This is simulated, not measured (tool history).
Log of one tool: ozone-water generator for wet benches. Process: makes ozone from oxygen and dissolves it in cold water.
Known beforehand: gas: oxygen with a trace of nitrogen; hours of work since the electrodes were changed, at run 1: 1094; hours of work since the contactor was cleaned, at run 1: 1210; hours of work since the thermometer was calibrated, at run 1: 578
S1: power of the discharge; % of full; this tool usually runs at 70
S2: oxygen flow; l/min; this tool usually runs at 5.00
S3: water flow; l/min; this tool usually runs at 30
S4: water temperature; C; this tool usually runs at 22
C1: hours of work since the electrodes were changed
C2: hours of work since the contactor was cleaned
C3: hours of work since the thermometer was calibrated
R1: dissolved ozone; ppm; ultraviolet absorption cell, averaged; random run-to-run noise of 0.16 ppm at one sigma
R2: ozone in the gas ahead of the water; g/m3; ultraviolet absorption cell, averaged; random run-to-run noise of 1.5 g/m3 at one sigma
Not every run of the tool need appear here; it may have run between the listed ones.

run	hour	S1	S2	S3	S4	C1	C2	C3	R1	R2
1	0.0	70	5.00	30	22	1094	1210	578	21.6	273.2
2	81.5	62	5.00	30	22	1166	1282	650	19.6	248.0
3	163.0	70	5.00	30	18	1238	1354	722	22.1	273.0
4	212.9	70	7.81	30	22	1283	1399	766	23.3	229.1
5	309.2	64	5.00	30	22	1368	1484	852	19.6	253.2
6	398.1	70	5.00	30	22	1447	1563	930	21.3	273.5
7	447.0	72	6.94	35	22	1490	1606	974	20.6	246.4
8	497.7	70	5.35	31	22	1535	1651	1019	20.9	262.5
9	556.3	65	5.35	31	28	1587	1703	1071	18.3	250.9
10	628.5	65	5.35	31	28	1651	1767	1135	18.5	249.6
11	718.4	65	8.31	31	28	1730	1846	1214	19.7	212.6
12	767.6	92	5.00	30	22	1774	1890	1258	26.4	335.8

Each row is a separate what-if for the run after 12, all from the same tool condition, not one after another. Results?
A	852.7	99	3.14	30	22	1849	1965	1333	?	?
B	852.7	92	5.58	26	26	1849	1965	1333	?	?
C	852.7	43	5.00	40	22	1849	1965	1333	?	?

run	R1	R2
A	24.1	423.5
B	28.6	318.8
C	11.4	184.6
Take away the tool's hidden state, keep each run's random variation, and the runs would have read:
run	R1	R2
A	24.1	427.4
B	28.6	321.7
C	11.4	186.3
